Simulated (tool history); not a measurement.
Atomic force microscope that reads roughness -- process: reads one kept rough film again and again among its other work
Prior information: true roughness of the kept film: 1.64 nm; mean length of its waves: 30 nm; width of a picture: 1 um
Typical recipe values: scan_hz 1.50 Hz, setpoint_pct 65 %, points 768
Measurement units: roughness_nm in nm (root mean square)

run    day  scan_hz  setpoint_pct  points  roughness_nm
  1  0.000     1.50            65     768         1.493
  2  0.350     1.50            79     768         1.446
  3  0.621     1.50            79     768         1.427
  4  0.908     1.50            59     768         1.461
  5  1.208     1.50            65     768         1.436
  6  1.596     1.50            65     768         1.428
  7  2.217     1.50            65     768         1.398
  8  2.675     0.70            63     768         1.404
  9  3.250     1.61            62     768         1.357
 10  3.746     1.61            62     768         1.478
 11  4.250     0.73            86    1018         1.448
 12  4.604     0.73            85    1018         1.431

Taken out of this log: 1 entry between the listed runs. Where each belongs, and how the hidden state differs across it:
Run 9 -> run 10: new tip fitted (day 3.350)
  radius of the tip, nm: 26.5 -> 12.2
  difference, measured minus the result without the unlogged condition, roughness_nm: -0.147 -> -0.017 nm (root mean square)
